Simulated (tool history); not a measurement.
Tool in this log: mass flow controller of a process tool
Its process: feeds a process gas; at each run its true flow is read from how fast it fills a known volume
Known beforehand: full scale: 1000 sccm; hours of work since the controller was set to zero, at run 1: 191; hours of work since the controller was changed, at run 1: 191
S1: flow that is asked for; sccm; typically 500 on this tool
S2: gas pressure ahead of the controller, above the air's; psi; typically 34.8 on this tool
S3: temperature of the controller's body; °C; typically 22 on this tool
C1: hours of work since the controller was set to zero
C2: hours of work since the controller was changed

{"run": 1, "hour": 0.0, "S1": 500, "S2": 34.8, "S3": 22, "C1": 191, "C2": 191, "true flow (%)": 99.36}
{"run": 2, "hour": 323.1, "S1": 172, "S2": 34.8, "S3": 22, "C1": 310, "C2": 310, "true flow (%)": 98.41}
{"run": 3, "hour": 800.2, "S1": 172, "S2": 34.8, "S3": 22, "C1": 487, "C2": 487, "true flow (%)": 98.13}
{"run": 4, "hour": 1198.5, "S1": 172, "S2": 34.8, "S3": 22, "C1": 635, "C2": 635, "true flow (%)": 98.0}
{"run": 5, "hour": 1675.1, "S1": 500, "S2": 34.8, "S3": 22, "C1": 811, "C2": 811, "true flow (%)": 99.29}
{"run": 6, "hour": 2011.5, "S1": 500, "S2": 34.8, "S3": 22, "C1": 936, "C2": 936, "true flow (%)": 99.18}
{"run": 7, "hour": 2245.5, "S1": 272, "S2": 34.8, "S3": 22, "C1": 1022, "C2": 1022, "true flow (%)": 98.12}
{"run": 8, "hour": 2513.8, "S1": 272, "S2": 34.8, "S3": 22, "C1": 1122, "C2": 1122, "true flow (%)": 98.12}
{"run": 9, "hour": 2877.9, "S1": 272, "S2": 34.8, "S3": 22, "C1": 1256, "C2": 1256, "true flow (%)": 98.09}
{"run": 10, "hour": 3322.8, "S1": 272, "S2": 34.8, "S3": 22, "C1": 1421, "C2": 1421, "true flow (%)": 98.08}
{"run": 11, "hour": 3664.6, "S1": 500, "S2": 34.8, "S3": 22, "C1": 1548, "C2": 1548, "true flow (%)": 99.03}
{"run": 12, "hour": 3864.0, "S1": 500, "S2": 34.8, "S3": 22, "C1": 1621, "C2": 1621, "true flow (%)": 98.86}
{"run": 13, "hour": 4227.7, "S1": 500, "S2": 34.8, "S3": 22, "C1": 1756, "C2": 1756, "true flow (%)": 98.93}
{"run": 14, "hour": 4444.0, "S1": 500, "S2": 34.8, "S3": 22, "C1": 1836, "C2": 1836, "true flow (%)": 98.88}
{"run": 15, "hour": 4927.0, "S1": 500, "S2": 34.8, "S3": 22, "C1": 2015, "C2": 2015, "true flow (%)": 98.81}
{"run": 16, "hour": 5241.6, "S1": 500, "S2": 34.8, "S3": 22, "C1": 2131, "C2": 2131, "true flow (%)": 98.81}
{"run": 17, "hour": 5526.7, "S1": 500, "S2": 35.1, "S3": 22, "C1": 2237, "C2": 2237, "true flow (%)": 98.59}
{"run": 18, "hour": 5928.7, "S1": 500, "S2": 23.9, "S3": 22, "C1": 2386, "C2": 2386, "true flow (%)": 98.67}
{"run": 19, "hour": 6129.7, "S1": 500, "S2": 23.9, "S3": 22, "C1": 2460, "C2": 2460, "true flow (%)": 98.52}
{"run": 20, "hour": 6533.2, "S1": 500, "S2": 23.9, "S3": 22, "C1": 2609, "C2": 2609, "true flow (%)": 98.48}
{"run": 21, "hour": 6841.8, "S1": 195, "S2": 23.9, "S3": 22, "C1": 2724, "C2": 2724, "true flow (%)": 96.03}
{"run": 22, "hour": 7059.7, "S1": 500, "S2": 34.8, "S3": 22, "C1": 2804, "C2": 2804, "true flow (%)": 98.74}
{"run": 23, "hour": 7518.4, "S1": 500, "S2": 34.8, "S3": 20, "C1": 2974, "C2": 2974, "true flow (%)": 98.4}
{"run": 24, "hour": 7957.3, "S1": 335, "S2": 34.8, "S3": 22, "C1": 3137, "C2": 3137, "true flow (%)": 97.6}
{"run": 25, "hour": 8310.1, "S1": 500, "S2": 28.9, "S3": 24, "C1": 3267, "C2": 3267, "true flow (%)": 98.48}
{"run": 26, "hour": 8702.5, "S1": 226, "S2": 35.0, "S3": 22, "C1": 3413, "C2": 3413, "true flow (%)": 96.02}
{"hour": 8726.7, "done": "controller's zero set anew"}
{"run": 27, "hour": 9070.6, "S1": 160, "S2": 21.5, "S3": 28, "C1": 127, "C2": 3549, "true flow (%)": 91.12}
{"run": 28, "hour": 9464.9, "S1": 274, "S2": 21.5, "S3": 31, "C1": 273, "C2": 3695, "true flow (%)": 94.83}
{"run": 29, "hour": 9730.3, "S1": 932, "S2": 30.6, "S3": 27, "C1": 372, "C2": 3793, "true flow (%)": 99.33}
{"run": 30, "hour": 10052.1, "S1": 932, "S2": 30.6, "S3": 27, "C1": 491, "C2": 3912, "true flow (%)": 99.44}
{"hour": 10113.9, "done": "controller's zero set anew, once more"}
{"run": 31, "hour": 10469.8, "S1": 500, "S2": 24.9, "S3": 22, "C1": 132, "C2": 4066, "true flow (%)": 100.02}
{"run": 32, "hour": 10853.8, "S1": 500, "S2": 24.9, "S3": 22, "C1": 274, "C2": 4209, "true flow (%)": 100.03}
{"run": 33, "hour": 11085.6, "S1": 500, "S2": 24.9, "S3": 22, "C1": 360, "C2": 4294, "true flow (%)": 99.92}
{"run": 34, "hour": 11291.5, "S1": 357, "S2": 38.3, "S3": 39, "C1": 436, "C2": 4371, "true flow (%)": 100.59}
{"run": 35, "hour": 11715.0, "S1": 313, "S2": 38.3, "S3": 36, "C1": 593, "C2": 4527, "true flow (%)": 100.26}
{"run": 36, "hour": 12149.3, "S1": 313, "S2": 31.5, "S3": 26, "C1": 754, "C2": 4688, "true flow (%)": 99.61}
{"run": 37, "hour": 12511.1, "S1": 311, "S2": 23.1, "S3": 34, "C1": 887, "C2": 4822, "true flow (%)": 99.79}
{"run": 38, "hour": 12818.6, "S1": 311, "S2": 23.1, "S3": 34, "C1": 1001, "C2": 4936, "true flow (%)": 99.73}
{"run": 39, "hour": 13100.0, "S1": 167, "S2": 40.5, "S3": 22, "C1": 1105, "C2": 5040, "true flow (%)": 98.51}
{"run": 40, "hour": 13412.9, "S1": 735, "S2": 20.7, "S3": 22, "C1": 1221, "C2": 5156, "true flow (%)": 100.22}
{"run": 41, "hour": 13662.2, "S1": 258, "S2": 34.8, "S3": 23, "C1": 1314, "C2": 5248, "true flow (%)": 98.88}
{"run": 42, "hour": 13921.6, "S1": 500, "S2": 25.4, "S3": 26, "C1": 1410, "C2": 5344, "true flow (%)": 99.75}
{"run": 43, "hour": 14321.0, "S1": 500, "S2": 30.2, "S3": 24, "C1": 1557, "C2": 5492, "true flow (%)": 99.57}
{"run": 44, "hour": 14769.8, "S1": 161, "S2": 29.3, "S3": 31, "C1": 1724, "C2": 5658, "true flow (%)": 97.84}
{"run": 45, "hour": 15171.4, "S1": 955, "S2": 36.4, "S3": 22, "C1": 1872, "C2": 5807, "true flow (%)": 100.67}
{"hour": 15602.9, "done": "controller exchanged for a calibrated one"}
{"run": 46, "hour": 15661.0, "S1": 955, "S2": 36.4, "S3": 22, "C1": 22, "C2": 22, "true flow (%)": 100.07}

Branching from run 46: 5 alternative next runs. What would each branch give?
{"run": "A", "hour": 16116.2, "S1": 500, "S2": 24.9, "S3": 22, "C1": 190, "C2": 190, "true flow (%)": "?"}
{"run": "B", "hour": 16116.2, "S1": 845, "S2": 20.7, "S3": 22, "C1": 190, "C2": 190, "true flow (%)": "?"}
{"run": "C", "hour": 16116.2, "S1": 342, "S2": 34.8, "S3": 22, "C1": 190, "C2": 190, "true flow (%)": "?"}
{"run": "D", "hour": 16116.2, "S1": 955, "S2": 38.4, "S3": 31, "C1": 190, "C2": 190, "true flow (%)": "?"}
{"run": "E", "hour": 16116.2, "S1": 500, "S2": 21.5, "S3": 22, "C1": 190, "C2": 190, "true flow (%)": "?"}

run=A true_flow_(%)=99.19
run=B true_flow_(%)=99.61
run=C true_flow_(%)=98.94
run=D true_flow_(%)=100.28
run=E true_flow_(%)=99.10
Take away the tool's hidden state, keep each run's random variation, and the runs would have read:
run=A true_flow_(%)=99.14
run=B true_flow_(%)=99.52
run=C true_flow_(%)=98.96
run=D true_flow_(%)=100.18
run=E true_flow_(%)=99.05
